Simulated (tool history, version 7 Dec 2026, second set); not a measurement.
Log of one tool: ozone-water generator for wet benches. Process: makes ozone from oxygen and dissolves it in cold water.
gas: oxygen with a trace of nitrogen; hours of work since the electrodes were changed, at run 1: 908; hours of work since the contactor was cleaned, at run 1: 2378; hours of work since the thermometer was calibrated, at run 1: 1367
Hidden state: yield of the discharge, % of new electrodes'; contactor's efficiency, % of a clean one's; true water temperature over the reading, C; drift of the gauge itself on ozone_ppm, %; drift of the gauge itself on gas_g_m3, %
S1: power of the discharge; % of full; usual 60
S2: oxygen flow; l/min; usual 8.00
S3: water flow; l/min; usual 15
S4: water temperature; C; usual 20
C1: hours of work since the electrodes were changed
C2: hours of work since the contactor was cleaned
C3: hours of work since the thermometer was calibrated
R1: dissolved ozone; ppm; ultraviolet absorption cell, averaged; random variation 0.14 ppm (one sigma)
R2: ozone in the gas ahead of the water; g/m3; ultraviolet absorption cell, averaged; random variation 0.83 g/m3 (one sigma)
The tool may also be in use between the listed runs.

run 1 hour=0.0 | S1=60 S2=8.00 S3=15 S4=20 | C1=908 C2=2378 C3=1367 | R1=16.0 R2=129.2
run 2 hour=25.6 | S1=60 S2=8.00 S3=15 S4=20 | C1=932 C2=2403 C3=1392 | R1=15.9 R2=126.6
run 3 hour=43.9 | S1=60 S2=8.00 S3=15 S4=28 | C1=950 C2=2421 C3=1410 | R1=13.3 R2=129.2
run 4 hour=72.2 | S1=60 S2=5.13 S3=15 S4=28 | C1=978 C2=2448 C3=1437 | R1=14.3 R2=159.8
run 5 hour=101.9 | S1=60 S2=5.13 S3=15 S4=28 | C1=1007 C2=2477 C3=1466 | R1=14.2 R2=158.8
run 6 hour=123.1 | S1=60 S2=8.00 S3=15 S4=20 | C1=1028 C2=2498 C3=1487 | R1=15.8 R2=128.9
run 7 hour=156.1 | S1=60 S2=8.00 S3=15 S4=20 | C1=1060 C2=2530 C3=1519 | R1=15.8 R2=128.6
run 8 hour=182.7 | S1=60 S2=8.00 S3=15 S4=20 | C1=1086 C2=2556 C3=1545 | R1=15.7 R2=127.4
run 9 hour=214.2 | S1=60 S2=6.01 S3=15 S4=20 | C1=1116 C2=2587 C3=1576 | R1=16.1 R2=145.7
run 10 hour=242.5 | S1=60 S2=6.01 S3=15 S4=20 | C1=1144 C2=2614 C3=1603 | R1=16.3 R2=147.2
run 11 hour=262.5 | S1=60 S2=8.00 S3=15 S4=20 | C1=1163 C2=2634 C3=1623 | R1=15.8 R2=125.8
run 12 hour=295.3 | S1=60 S2=8.00 S3=15 S4=20 | C1=1195 C2=2666 C3=1655 | R1=15.9 R2=126.8
run 13 hour=316.5 | S1=60 S2=8.00 S3=15 S4=20 | C1=1216 C2=2687 C3=1676 | R1=15.5 R2=126.8
run 14 hour=347.6 | S1=60 S2=8.00 S3=15 S4=20 | C1=1246 C2=2717 C3=1706 | R1=15.7 R2=127.1
run 15 hour=382.7 | S1=60 S2=8.00 S3=15 S4=20 | C1=1281 C2=2751 C3=1740 | R1=15.7 R2=126.3
run 16 hour=408.2 | S1=60 S2=8.00 S3=15 S4=20 | C1=1306 C2=2776 C3=1765 | R1=15.8 R2=126.3
run 17 hour=424.9 | S1=60 S2=8.00 S3=15 S4=20 | C1=1322 C2=2792 C3=1781 | R1=15.7 R2=127.8
run 18 hour=447.5 | S1=72 S2=11.29 S3=15 S4=20 | C1=1344 C2=2814 C3=1803 | R1=17.0 R2=122.7
run 19 hour=468.4 | S1=63 S2=8.00 S3=24 S4=20 | C1=1364 C2=2835 C3=1824 | R1=11.7 R2=130.2
run 20 hour=491.7 | S1=55 S2=8.00 S3=15 S4=20 | C1=1387 C2=2857 C3=1846 | R1=14.3 R2=118.8
-- hour=497.5 contactor cleaned
run 21 hour=515.6 | S1=79 S2=8.00 S3=15 S4=16 | C1=1406 C2=18 C3=1866 | R1=20.6 R2=156.7
run 22 hour=543.3 | S1=45 S2=8.00 S3=15 S4=21 | C1=1433 C2=45 C3=1893 | R1=12.3 R2=100.6
-- hour=575.8 contactor cleaned, once more
run 23 hour=576.1 | S1=60 S2=9.68 S3=15 S4=14 | C1=1461 C2=0 C3=1921 | R1=17.7 R2=113.5
run 24 hour=596.3 | S1=60 S2=9.68 S3=15 S4=14 | C1=1481 C2=20 C3=1941 | R1=17.9 R2=114.6
run 25 hour=624.2 | S1=60 S2=6.59 S3=11 S4=14 | C1=1508 C2=47 C3=1968 | R1=22.3 R2=139.0
run 26 hour=653.5 | S1=77 S2=5.47 S3=19 S4=27 | C1=1537 C2=76 C3=1996 | R1=14.8 R2=183.0
run 27 hour=678.8 | S1=60 S2=4.97 S3=24 S4=20 | C1=1562 C2=100 C3=2021 | R1=11.5 R2=158.5
run 28 hour=710.0 | S1=60 S2=4.97 S3=24 S4=20 | C1=1592 C2=131 C3=2052 | R1=11.5 R2=158.9
run 29 hour=742.0 | S1=46 S2=8.00 S3=15 S4=15 | C1=1623 C2=162 C3=2083 | R1=14.5 R2=101.7
run 30 hour=760.6 | S1=46 S2=8.00 S3=15 S4=15 | C1=1641 C2=180 C3=2101 | R1=14.6 R2=101.6
run 31 hour=775.4 | S1=46 S2=4.83 S3=15 S4=15 | C1=1656 C2=195 C3=2115 | R1=14.4 R2=130.9
run 32 hour=804.8 | S1=46 S2=10.37 S3=15 S4=15 | C1=1684 C2=223 C3=2144 | R1=13.8 R2=89.7

Forecast each of these 5 alternatives for the next run:
run A hour=839.9 | S1=46 S2=5.91 S3=12 S4=15 | C1=1719 C2=258 C3=2178 | R1=? R2=?
run B hour=839.9 | S1=60 S2=9.97 S3=15 S4=20 | C1=1719 C2=258 C3=2178 | R1=? R2=?
run C hour=839.9 | S1=70 S2=5.52 S3=15 S4=27 | C1=1719 C2=258 C3=2178 | R1=? R2=?
run D hour=839.9 | S1=42 S2=9.61 S3=24 S4=15 | C1=1719 C2=258 C3=2178 | R1=? R2=?
run E hour=839.9 | S1=75 S2=8.00 S3=15 S4=20 | C1=1719 C2=258 C3=2178 | R1=? R2=?

run=A R1=16.6 R2=117.7
run=B R1=15.5 R2=112.4
run=C R1=16.2 R2=167.9
run=D R1=9.6 R2=87.7
run=E R1=18.9 R2=146.2
Without the tool's hidden state the same runs would have given:
run=A R1=17.6 R2=123.8
run=B R1=16.7 R2=120.2
run=C R1=17.6 R2=181.2
run=D R1=10.1 R2=91.8
run=E R1=20.6 R2=158.5

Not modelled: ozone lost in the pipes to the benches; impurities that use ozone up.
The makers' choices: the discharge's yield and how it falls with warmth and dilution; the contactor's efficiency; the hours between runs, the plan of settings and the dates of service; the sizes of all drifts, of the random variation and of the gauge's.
